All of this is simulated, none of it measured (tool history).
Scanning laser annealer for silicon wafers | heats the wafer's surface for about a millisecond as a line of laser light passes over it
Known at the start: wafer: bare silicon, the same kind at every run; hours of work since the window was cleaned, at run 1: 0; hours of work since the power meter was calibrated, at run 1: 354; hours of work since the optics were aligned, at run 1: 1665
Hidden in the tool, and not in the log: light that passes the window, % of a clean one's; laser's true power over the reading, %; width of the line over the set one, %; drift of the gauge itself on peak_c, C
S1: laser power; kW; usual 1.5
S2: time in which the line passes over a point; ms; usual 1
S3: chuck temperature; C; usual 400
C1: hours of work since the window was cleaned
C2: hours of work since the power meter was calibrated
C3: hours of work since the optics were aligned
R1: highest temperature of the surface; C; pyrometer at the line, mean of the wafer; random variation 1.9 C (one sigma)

run     day     S1    S2   S3   C1    C2    C3    R1
  1       0    1.5     1  400    0   354  1665  1132
  2   0.892  1.581     1  400   17   371  1682  1182
  3   1.942    1.5     1  400   37   391  1702  1131
  4   3.121  1.536     1  400   59   413  1724  1151
  5   3.883  1.536     1  400   74   428  1739  1149
  6   5.554    1.5     1  394  105   459  1770  1121
      6.904  -- optics aligned, line set to its width
  7   7.246  1.566     1  394  133   487     7  1166
  8   8.771  1.328     1  400  162   516    35  1036
  9  10.483  1.328     1  400  195   549    68  1032
 10  12.046    1.5  0.76  400  224   578    97  1046
 11  12.938    1.5  0.76  400  241   595   114  1043
 12   13.65    1.5  0.76  400  255   609   128  1042
 13  15.362    1.5  0.76  400  287   641   160  1042
 14  16.158    1.5  0.76  400  302   656   175  1037
 15   17.35    1.5  0.96  400  325   679   198  1112
 16  19.038  1.555  0.96  400  357   711   230  1141
 17  20.758    1.5     1  400  389   744   263  1122
 18  21.967    1.5     1  400  412   766   285  1121
 19  22.708    1.5  0.71  400  426   780   299  1014
     23.117  -- window over the wafer cleaned
 20  23.571    1.5  0.71  400    9   795   314  1032
 21  25.038  1.537  1.16  414   36   823   342  1228
 22  26.688  1.547     1  400   68   854   373  1167
 23  27.929   1.57  0.77  400   91   878   397  1090
 24  29.342  1.649  0.85  390  118   905   424  1154
 25  30.929  1.298     1  431  148   935   454  1046
 26  32.242  1.459  0.91  400  173   960   479  1078
 27  33.196  1.459  0.91  400  191   978   497  1074
 28  34.588  1.579  0.91  400  217  1004   523  1141
 29  36.092  1.601  0.95  368  246  1032   552  1136
 30  37.158  1.365  0.86  395  266  1053   572   999
 31  38.383  1.365  1.05  420  289  1076   595  1081
 32  39.925  1.365  1.05  386  318  1105   624  1050
 33   41.05  1.365  1.05  386  340  1126   645  1048
 34  42.542    1.5  1.07  400  368  1155   674  1144
 35  43.962   1.61     1  379  395  1182   701  1164
 36  45.175  1.637     1  403  418  1205   724  1203
     45.992  -- window over the wafer cleaned
 37   46.55  1.637  1.07  403   11  1229   748  1251
 38  47.425  1.343  1.02  393   27  1246   765  1044
 39   48.75  1.316  1.06  404   52  1271   790  1049
 40  49.692  1.316  1.06  404   70  1289   808  1048

Hidden state or all else? Some run-to-run changes of R1, split into what the settings, what came in and random variation would give without the hidden state, and what is left for the hidden state (with any gauge scatter that isn't in both results):
Run 6 -> 7: S1 1.5 -> 1.566, optics aligned, line set to its width. R1 +45 C: hidden state +8, all else +37.
Run 19 -> 20: window over the wafer cleaned. R1 +18 C: hidden state +17, all else +1.
Run 20 -> 21: S1 1.5 -> 1.537, S2 0.71 -> 1.16, S3 400 -> 414. R1 +196 C: hidden state -3, all else +199.
Run 29 -> 30: S1 1.601 -> 1.365, S2 0.95 -> 0.86, S3 368 -> 395. R1 -137 C: hidden state +3, all else -140.
Run 36 -> 37: S2 1 -> 1.07, window over the wafer cleaned. R1 +48 C: hidden state +26, all else +22.
Run 37 -> 38: S1 1.637 -> 1.343, S2 1.07 -> 1.02, S3 403 -> 393. R1 -207 C: hidden state -1, all else -206.

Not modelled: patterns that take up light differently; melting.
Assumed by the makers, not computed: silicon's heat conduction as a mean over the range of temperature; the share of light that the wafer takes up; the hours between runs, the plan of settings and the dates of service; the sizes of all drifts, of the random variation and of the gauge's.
